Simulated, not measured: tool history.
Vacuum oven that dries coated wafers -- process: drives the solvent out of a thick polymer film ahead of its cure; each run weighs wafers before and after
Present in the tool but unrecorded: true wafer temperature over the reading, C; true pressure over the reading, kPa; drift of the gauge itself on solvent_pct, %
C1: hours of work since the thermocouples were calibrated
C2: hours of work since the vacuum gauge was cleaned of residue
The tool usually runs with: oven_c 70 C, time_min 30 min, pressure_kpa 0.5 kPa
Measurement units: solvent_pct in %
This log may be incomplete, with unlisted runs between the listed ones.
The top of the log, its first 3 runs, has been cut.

Run 4, day 8.433: usual settings but oven_c 68 C; C1 593; C2 393. Result: solvent_pct 1.83 %.
Run 5, day 10.992: usual settings but oven_c 75 C; C1 627; C2 427. Result: solvent_pct 0.63 %.
Run 6, day 13.283: usual settings; C1 658; C2 457. Result: solvent_pct 1.39 %.
Run 7, day 17.079: usual settings but pressure_kpa 0.601 kPa; C1 708; C2 507. Result: solvent_pct 1.44 %.
Run 8, day 19.796: usual settings but oven_c 71 C; C1 744; C2 543. Result: solvent_pct 1.18 %.
Run 9, day 23.271: usual settings but oven_c 71 C; C1 790; C2 589. Result: solvent_pct 1.18 %.
Run 10, day 26.262: usual settings but oven_c 71 C, time_min 16 min; C1 830; C2 629. Result: solvent_pct 3.44 %.
Run 11, day 29.512: usual settings but oven_c 71 C, time_min 16 min; C1 873; C2 672. Result: solvent_pct 3.38 %.
Run 12, day 32.338: usual settings but time_min 18 min; C1 911; C2 710. Result: solvent_pct 3.19 %.
Run 13, day 34.133: usual settings but pressure_kpa 0.974 kPa; C1 934; C2 734. Result: solvent_pct 1.64 %.
Run 14, day 37: usual settings but pressure_kpa 0.974 kPa; C1 973; C2 772. Result: solvent_pct 1.65 %.
Run 15, day 38.683: usual settings but pressure_kpa 0.974 kPa; C1 995; C2 794. Result: solvent_pct 1.64 %.
Run 16, day 41.2: usual settings but pressure_kpa 0.974 kPa; C1 1028; C2 827. Result: solvent_pct 1.67 %.

For run 17, what comes out?
Run 17, day 43.288: usual settings but oven_c 79 C, time_min 20 min; C1 1056; C2 855. Result: solvent_pct ?.

Run 17 gave solvent_pct 0.82 %.
Minus the tool's unlogged condition, the same run would have read solvent_pct 0.92 %.

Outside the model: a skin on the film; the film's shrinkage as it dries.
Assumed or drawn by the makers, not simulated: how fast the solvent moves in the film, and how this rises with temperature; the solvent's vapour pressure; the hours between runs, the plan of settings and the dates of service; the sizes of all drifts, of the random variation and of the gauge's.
